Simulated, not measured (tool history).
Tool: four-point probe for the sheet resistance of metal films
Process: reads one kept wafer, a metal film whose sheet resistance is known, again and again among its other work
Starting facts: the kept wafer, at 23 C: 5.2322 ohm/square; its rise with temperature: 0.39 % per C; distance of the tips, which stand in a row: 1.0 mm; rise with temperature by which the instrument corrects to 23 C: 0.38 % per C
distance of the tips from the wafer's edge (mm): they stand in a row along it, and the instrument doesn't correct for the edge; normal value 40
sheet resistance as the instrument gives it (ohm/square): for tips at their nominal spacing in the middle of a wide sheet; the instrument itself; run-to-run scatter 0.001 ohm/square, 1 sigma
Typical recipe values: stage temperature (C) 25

| run | hour | stage temperature (C) | distance of the tips from the wafer's edge (mm) | sheet resistance as the instrument gives it (ohm/square) |
|---|---|---|---|---|
| 1 | 0 | 25 | 40 | 5.279573 |
| 2 | 21.6 | 25 | 40 | 5.275452 |
| 3 | 44.9 | 25 | 40 | 5.278856 |
| 4 | 80.4 | 25 | 69 | 5.27939 |
| 5 | 101.4 | 24 | 40 | 5.279887 |
| 6 | 123.2 | 24 | 40 | 5.279882 |
| 7 | 143 | 24 | 40 | 5.280138 |
| 8 | 184 | 30 | 40 | 5.286498 |
| 9 | 213.1 | 30 | 40 | 5.285962 |
| 10 | 237.9 | 30 | 40 | 5.285301 |
| 11 | 269.3 | 34 | 40 | 5.289859 |
|  | 272.6 | stage's thermometer calibrated |
| 12 | 291.5 | 34 | 40 | 5.292446 |
| 13 | 317.7 | 34 | 8 | 5.335678 |
|  | 338.5 | new probe head fitted |
| 14 | 346.3 | 21 | 8 | 5.276127 |
| 15 | 382.8 | 21 | 8 | 5.278172 |
|  | 390.9 | stage's thermometer calibrated, once more |
| 16 | 422.5 | 24 | 40 | 5.230404 |
| 17 | 440 | 19 | 23 | 5.232467 |
| 18 | 480.2 | 24 | 36 | 5.232502 |
| 19 | 507.2 | 25 | 40 | 5.231865 |
| 20 | 540.5 | 22 | 6 | 5.307909 |
| 21 | 567.2 | 22 | 6 | 5.307972 |
| 22 | 602.9 | 21 | 21 | 5.236062 |
| 23 | 622.5 | 20 | 3 | 5.522838 |
| 24 | 646.8 | 25 | 39 | 5.235682 |
| 25 | 675.5 | 24 | 59 | 5.234874 |
| 26 | 704.7 | 25 | 4 | 5.405726 |
| 27 | 731.7 | 28 | 4 | 5.407273 |

5 ways to go on from here, each from the tool as it stands after run 27. What would each give?
| A | 756.3 | 22 | 32 | ? |
| B | 756.3 | 29 | 61 | ? |
| C | 756.3 | 29 | 29 | ? |
| D | 756.3 | 25 | 13 | ? |
| E | 756.3 | 27 | 10 | ? |

| run | sheet resistance as the instrument gives it (ohm/square) |
|---|---|
| A | 5.238606 |
| B | 5.24054 |
| C | 5.244874 |
| D | 5.253712 |
| E | 5.26595 |
With the hidden condition removed and each run's random variation left untouched, the same runs would have given:
| run | sheet resistance as the instrument gives it (ohm/square) |
|---|---|
| A | 5.235333 |
| B | 5.237281 |
| C | 5.241612 |
| D | 5.250436 |
| E | 5.262671 |
